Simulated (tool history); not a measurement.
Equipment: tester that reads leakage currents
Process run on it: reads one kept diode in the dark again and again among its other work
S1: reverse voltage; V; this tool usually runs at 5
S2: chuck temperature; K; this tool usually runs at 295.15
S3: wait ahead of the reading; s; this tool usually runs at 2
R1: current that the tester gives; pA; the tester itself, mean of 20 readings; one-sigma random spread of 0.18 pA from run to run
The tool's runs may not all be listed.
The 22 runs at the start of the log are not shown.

-- day=48.217 tester calibrated, once more
run 23 day=48.217 | S1=12.68 S2=322.15 S3=0.34 | R1=1005.58
run 24 day=50.262 | S1=12.68 S2=322.15 S3=0.34 | R1=1006.68
run 25 day=52.421 | S1=12.68 S2=322.15 S3=0.34 | R1=1011.74
run 26 day=53.804 | S1=12.68 S2=322.15 S3=0.34 | R1=1009.92
run 27 day=55.912 | S1=12.68 S2=321.15 S3=7.63 | R1=931.3
run 28 day=58.346 | S1=9.07 S2=295.15 S3=2 | R1=93.51
run 29 day=59.925 | S1=16.39 S2=295.15 S3=0.48 | R1=136.31
run 30 day=63.15 | S1=7.7 S2=316.15 S3=2 | R1=486.3
run 31 day=65.842 | S1=3.13 S2=307.15 S3=2 | R1=145.95
run 32 day=68.475 | S1=10.17 S2=295.15 S3=1.17 | R1=101.68
run 33 day=71.296 | S1=10.17 S2=326.15 S3=1.17 | R1=1238.93
run 34 day=72.608 | S1=10.17 S2=326.15 S3=1.17 | R1=1247.06
run 35 day=75.617 | S1=1.48 S2=307.15 S3=2 | R1=99.28
run 36 day=77.454 | S1=14.64 S2=314.15 S3=0.34 | R1=595.79
run 37 day=79.179 | S1=13.37 S2=295.15 S3=0.31 | R1=128.84
run 38 day=81.533 | S1=1.03 S2=300.15 S3=0.55 | R1=45.51

Branching from run 38: 4 alternative next runs. What would each branch give?
run A day=83.825 | S1=2.12 S2=295.15 S3=0.95 | R1=?
run B day=83.825 | S1=1 S2=316.15 S3=3.72 | R1=?
run C day=83.825 | S1=5 S2=325.15 S3=2.61 | R1=?
run D day=83.825 | S1=5 S2=300.15 S3=2 | R1=?

run=A R1=43.71
run=B R1=171.89
run=C R1=803.86
run=D R1=106.24
Without the tool's unlogged condition, the same runs would have read:
run=A R1=37.69
run=B R1=160.04
run=C R1=750.71
run=D R1=92.05
